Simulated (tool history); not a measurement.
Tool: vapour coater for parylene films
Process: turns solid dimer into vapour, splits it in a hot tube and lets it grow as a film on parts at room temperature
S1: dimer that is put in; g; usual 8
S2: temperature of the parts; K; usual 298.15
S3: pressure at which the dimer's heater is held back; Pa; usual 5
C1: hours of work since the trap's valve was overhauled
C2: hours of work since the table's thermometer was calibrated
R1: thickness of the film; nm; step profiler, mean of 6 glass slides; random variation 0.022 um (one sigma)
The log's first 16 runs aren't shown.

run    hour  S1      S2    S3   C1    C2    R1
 17   799.6   9  302.15  5.13  318  1186  1350
      837.6  -- trap's valve overhauled
 18   877.3  11  303.15  2.91   33  1248  1660
 19   932.8  12  291.15  4.02   79  1294  2890
 20  1011.3  12  291.15  4.02  144  1359  2870
 21    1044  12  291.15  4.02  172  1386  2790
 22  1120.5   8  303.15     5  235  1450  1150
 23  1178.9   8  303.15     5  284  1499  1110
 24  1220.7   8  296.15     5  318  1533  1480
     1252.8  -- trap's valve overhauled
 25  1275.5  12  309.15   4.2   19  1576  1340

The next listed run, before its measurement:
 26  1322.1  12  309.15  4.2  58  1614   ?

{"run 26": {"R1": 1330}}
Without the tool's hidden state the same run would have given R1 1330 nm.
